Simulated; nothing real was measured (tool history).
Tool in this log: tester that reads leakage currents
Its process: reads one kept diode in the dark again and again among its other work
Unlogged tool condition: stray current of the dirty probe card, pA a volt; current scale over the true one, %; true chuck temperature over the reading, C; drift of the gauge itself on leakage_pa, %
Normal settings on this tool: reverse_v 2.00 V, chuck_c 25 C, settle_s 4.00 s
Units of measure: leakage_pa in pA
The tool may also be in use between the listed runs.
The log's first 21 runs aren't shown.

| run | day | reverse_v | chuck_c | settle_s | hours of work since the probe card was cleaned | hours of work since the tester was calibrated | hours of work since the chuck was calibrated | leakage_pa |
|---|---|---|---|---|---|---|---|---|
| 22 | 29.783 | 3.68 | 38 | 8.84 | 272 | 773 | 1214 | 122.98 |
| 23 | 31.662 | 1.11 | 57 | 0.93 | 293 | 793 | 1235 | 313.17 |
| 24 | 33.338 | 1.11 | 57 | 0.93 | 311 | 812 | 1254 | 313.71 |
| 25 | 34.604 | 1.22 | 25 | 4.00 | 325 | 826 | 1268 | 27.44 |
| 26 | 36.175 | 1.22 | 25 | 7.17 | 343 | 844 | 1285 | 27.52 |
| 27 | 37.175 | 1.22 | 25 | 7.17 | 354 | 855 | 1296 | 27.33 |
| 28 | 38.850 | 1.22 | 25 | 7.17 | 373 | 874 | 1315 | 27.38 |
| 29 | 40.342 | 2.39 | 25 | 4.74 | 389 | 890 | 1332 | 35.76 |
| 30 | 41.292 | 2.00 | 45 | 0.83 | 400 | 901 | 1342 | 166.27 |
| 31 | 42.525 | 3.48 | 25 | 9.72 | 414 | 914 | 1356 | 41.29 |
| 32 | 43.729 | 2.00 | 53 | 8.97 | 427 | 928 | 1369 | 297.88 |
| 33 | 45.538 | 3.47 | 53 | 1.07 | 447 | 948 | 1390 | 369.70 |
| 34 | 47.275 | 3.47 | 53 | 1.07 | 467 | 967 | 1409 | 370.24 |
| 35 | 49.242 | 3.47 | 53 | 1.07 | 489 | 989 | 1431 | 370.42 |
| 36 | 51.092 | 4.12 | 35 | 2.47 | 509 | 1010 | 1451 | 101.42 |
| 37 | 52.329 | 4.92 | 29 | 3.92 | 523 | 1024 | 1465 | 66.44 |

What will run 38 give?
| 38 | 53.933 | 5.42 | 38 | 3.92 | 541 | 1042 | 1483 | ? |

{"run 38": {"leakage_pa": 143.72}}
With the hidden condition absent and the run-to-run variation left alone, this run would have shown leakage_pa 143.63 pA.
